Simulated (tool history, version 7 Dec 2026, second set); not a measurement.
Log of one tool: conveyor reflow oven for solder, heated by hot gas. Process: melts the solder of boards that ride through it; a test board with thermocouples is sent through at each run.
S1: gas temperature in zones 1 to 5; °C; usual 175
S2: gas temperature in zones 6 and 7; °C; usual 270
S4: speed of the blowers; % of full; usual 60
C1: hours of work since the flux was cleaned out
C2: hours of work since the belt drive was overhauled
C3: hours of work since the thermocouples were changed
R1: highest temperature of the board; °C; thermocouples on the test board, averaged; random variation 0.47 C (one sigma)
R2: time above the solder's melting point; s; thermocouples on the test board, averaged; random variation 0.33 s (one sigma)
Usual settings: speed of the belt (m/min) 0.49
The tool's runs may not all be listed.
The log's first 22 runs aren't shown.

Run 23, day 12.438: usual settings but S1 170 °C, speed of the belt (m/min) 0.406, S4 59 % of full; C1 38; C2 331; C3 372. Result: R1 260.2 °C, R2 97.1 s.
Run 24, day 12.946: usual settings but S1 190 °C, S4 79 % of full; C1 47; C2 341; C3 381. Result: R1 262.3 °C, R2 89.6 s.
Run 25, day 13.471: usual settings but S1 177 °C, speed of the belt (m/min) 0.469, S4 55 % of full; C1 57; C2 351; C3 391. Result: R1 256.9 °C, R2 81.4 s.
Run 26, day 14.146: usual settings but S1 168 °C, speed of the belt (m/min) 0.406; C1 69; C2 363; C3 403. Result: R1 260.4 °C, R2 95.5 s.
Run 27, day 14.483: usual settings but S1 172 °C, S2 269 °C, speed of the belt (m/min) 0.44, S4 66 % of full; C1 76; C2 370; C3 410. Result: R1 258.6 °C, R2 88.9 s.
Run 28, day 15.188: usual settings but S1 180 °C, S2 273 °C, speed of the belt (m/min) 0.443; C1 89; C2 383; C3 423. Result: R1 262.3 °C, R2 93.9 s.
Run 29, day 15.775: usual settings but S1 180 °C, S2 259 °C, speed of the belt (m/min) 0.443; C1 100; C2 394; C3 434. Result: R1 249.4 °C, R2 83.6 s.
Run 30, day 16.467: usual settings but speed of the belt (m/min) 0.479, S4 82 % of full; C1 113; C2 407; C3 447. Result: R1 260.5 °C, R2 84 s.

Forecast each of these 4 alternatives for the next run:
Run A, day 17.162: usual settings but S1 184 °C, S2 285 °C, speed of the belt (m/min) 0.423, S4 82 % of full; C1 126; C2 420; C3 460. Result: R1 ?, R2 ?.
Run B, day 17.162: usual settings but S1 168 °C, speed of the belt (m/min) 0.525, S4 58 % of full; C1 126; C2 420; C3 460. Result: R1 ?, R2 ?.
Run C, day 17.162: usual settings but speed of the belt (m/min) 0.54, S4 63 % of full; C1 126; C2 420; C3 460. Result: R1 ?, R2 ?.
Run D, day 17.162: usual settings but S2 275 °C, speed of the belt (m/min) 0.479, S4 56 % of full; C1 126; C2 420; C3 460. Result: R1 ?, R2 ?.

run     R1     R2
  A  277.7  111.1
  B  251.6   64.9
  C  253.7   67.7
  D  260.5   82.2
Without the tool's hidden state the same runs would have given:
run     R1     R2
  A  277.8  111.1
  B  251.7     65
  C  253.8   67.8
  D  260.6   82.3
